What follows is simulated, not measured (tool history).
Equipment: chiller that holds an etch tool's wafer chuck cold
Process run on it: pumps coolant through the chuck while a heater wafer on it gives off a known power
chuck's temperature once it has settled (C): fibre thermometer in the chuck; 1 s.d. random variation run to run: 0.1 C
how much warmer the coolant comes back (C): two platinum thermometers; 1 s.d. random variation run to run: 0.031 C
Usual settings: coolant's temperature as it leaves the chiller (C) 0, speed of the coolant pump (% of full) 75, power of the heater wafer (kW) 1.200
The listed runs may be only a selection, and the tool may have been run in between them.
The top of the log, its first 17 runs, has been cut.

run,hour,coolant's temperature as it leaves the chiller (C),speed of the coolant pump (% of full),power of the heater wafer (kW),hours since the coolant was changed and the channels were flushed,hours since the pump was overhauled,hours since the chiller's thermometer was calibrated,chuck's temperature once it has settled (C),how much warmer the coolant comes back (C)
# hour 1499.0: coolant changed, channels flushed
18,1519.6,-4,75,1.200,21,5086,2552,4.5,3.33
19,1640.2,0,91,0.714,141,5207,2672,4.6,1.62
20,1725.6,5,68,1.577,227,5293,2758,17.1,4.84
21,1848.6,5,68,1.577,350,5415,2881,17.3,4.85
22,1939.2,5,62,1.200,440,5506,2971,15.3,4.07
23,2066.8,5,62,1.597,568,5634,3099,18.6,5.31
24,2161.9,1,78,0.664,663,5729,3194,5.8,1.79
25,2266.1,-3,88,0.965,767,5833,3298,3.1,2.31
26,2340.9,0,75,0.754,842,5908,3373,5.5,2.13
# hour 2383.4: chiller's thermometer calibrated
27,2463.3,0,75,0.754,963,6029,80,5.4,2.17
28,2534.1,0,70,1.445,1034,6100,151,10.8,4.34
29,2636.3,-3,74,0.906,1136,6202,253,3.5,2.61
30,2756.9,-9,66,0.793,1257,6323,373,-2.6,2.51
31,2827.8,-9,66,0.793,1328,6394,444,-2.5,2.55

Predict each of these 4 candidate next runs independently; none follows another, all start after run 31:
A,2895.3,2,68,0.973,1395,6461,512,?,?
B,2895.3,0,75,0.626,1395,6461,512,?,?
C,2895.3,-8,63,0.613,1395,6461,512,?,?
D,2895.3,0,91,1.001,1395,6461,512,?,?

run,chuck's temperature once it has settled (C),how much warmer the coolant comes back (C)
A,9.5,3.07
B,4.6,1.78
C,-2.9,2.05
D,5.9,2.30
Stripped of hidden state, with their random variation kept, the same runs would have yielded:
run,chuck's temperature once it has settled (C),how much warmer the coolant comes back (C)
A,8.8,2.83
B,4.1,1.65
C,-3.4,1.89
D,5.3,2.12
